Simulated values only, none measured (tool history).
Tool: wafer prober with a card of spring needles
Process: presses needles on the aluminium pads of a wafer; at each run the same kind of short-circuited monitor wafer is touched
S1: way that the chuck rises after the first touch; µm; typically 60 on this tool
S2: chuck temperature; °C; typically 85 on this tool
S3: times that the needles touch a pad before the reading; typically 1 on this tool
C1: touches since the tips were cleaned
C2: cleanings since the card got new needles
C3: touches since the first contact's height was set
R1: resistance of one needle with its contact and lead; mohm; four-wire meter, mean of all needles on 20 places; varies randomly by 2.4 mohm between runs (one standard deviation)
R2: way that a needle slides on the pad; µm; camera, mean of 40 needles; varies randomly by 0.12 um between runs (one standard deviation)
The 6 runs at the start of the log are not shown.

run,hour,S1,S2,S3,C1,C2,C3,R1,R2
# hour 72.7: tips cleaned on abrasive film
# hour 85.7: tips cleaned on abrasive film
7,86.8,60,85,3,248,13,38976,272,13.22
# hour 98.4: tips cleaned on abrasive film
8,102.3,60,85,3,927,14,42578,276,13.23
# hour 111.1: tips cleaned on abrasive film
9,111.1,60,85,3,20,15,44604,269,13.26
10,119.2,60,85,3,1894,15,46478,285,13.18
# hour 124.7: tips cleaned on abrasive film
11,131.9,54,85,1,1674,16,49399,323,11.56
# hour 137.1: tips cleaned on abrasive film
12,142.4,54,85,1,1230,17,51826,310,11.64
# hour 149.5: tips cleaned on abrasive film
13,156.2,54,29,1,1557,18,55004,306,11.68
# hour 161.9: tips cleaned on abrasive film
14,171.3,54,29,1,2182,19,58510,317,11.76
# hour 174.8: tips cleaned on abrasive film
15,183.3,60,85,1,1962,20,61264,314,13.05
# hour 187.8: tips cleaned on abrasive film
16,193.6,60,85,1,1359,21,63643,314,12.94
# hour 200.3: tips cleaned on abrasive film
17,211.5,60,85,1,2616,22,67786,317,13.05
# hour 213: tips cleaned on abrasive film
18,222,73,56,2,2091,23,70197,278,15.76
# hour 225.5: tips cleaned on abrasive film
19,233.1,79,36,2,1766,24,72757,272,17.49
# hour 239.1: tips cleaned on abrasive film
# hour 251.4: tips cleaned on abrasive film
20,252.6,60,31,2,297,26,77261,260,12.8

Predict the results of run 21:
# hour 263.8: tips cleaned on abrasive film
21,265.7,54,31,1,438,27,80270,?,?

Run 21 came out at R1 277 mohm, R2 11.74 µm.
Had the tool carried no hidden state, the very same run would have given R1 251 mohm, R2 12.4 µm.
